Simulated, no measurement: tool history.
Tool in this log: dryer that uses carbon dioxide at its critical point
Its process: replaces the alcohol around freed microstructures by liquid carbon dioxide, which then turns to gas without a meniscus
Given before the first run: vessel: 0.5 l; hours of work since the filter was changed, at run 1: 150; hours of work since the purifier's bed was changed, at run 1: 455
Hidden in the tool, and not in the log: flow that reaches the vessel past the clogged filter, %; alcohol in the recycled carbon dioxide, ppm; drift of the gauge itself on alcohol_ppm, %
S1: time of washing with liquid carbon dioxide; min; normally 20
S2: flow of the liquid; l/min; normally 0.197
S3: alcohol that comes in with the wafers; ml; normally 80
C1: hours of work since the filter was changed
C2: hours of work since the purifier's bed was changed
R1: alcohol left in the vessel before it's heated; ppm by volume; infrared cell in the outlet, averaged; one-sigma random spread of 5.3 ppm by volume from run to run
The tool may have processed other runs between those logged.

run,hour,S1,S2,S3,C1,C2,R1
1,0.0,20,0.197,80,150,455,189
2,52.0,20,0.197,61,186,491,183
3,113.8,20,0.197,61,229,534,191
4,146.2,20,0.197,61,252,556,194
# hour 169.1: inlet filter changed
5,179.6,20,0.197,61,7,579,154
6,238.7,18,0.197,80,48,620,310
7,295.0,20,0.176,80,87,659,373
8,351.9,20,0.176,80,127,698,386
9,401.6,17,0.207,39,161,733,226

What does the tool deliver on the next run?
10,461.3,17,0.207,39,203,774,?

R1: 243 ppm by volume
If the tool had no hidden condition, the same run with the same run-to-run variation would have returned R1 131 ppm by volume.

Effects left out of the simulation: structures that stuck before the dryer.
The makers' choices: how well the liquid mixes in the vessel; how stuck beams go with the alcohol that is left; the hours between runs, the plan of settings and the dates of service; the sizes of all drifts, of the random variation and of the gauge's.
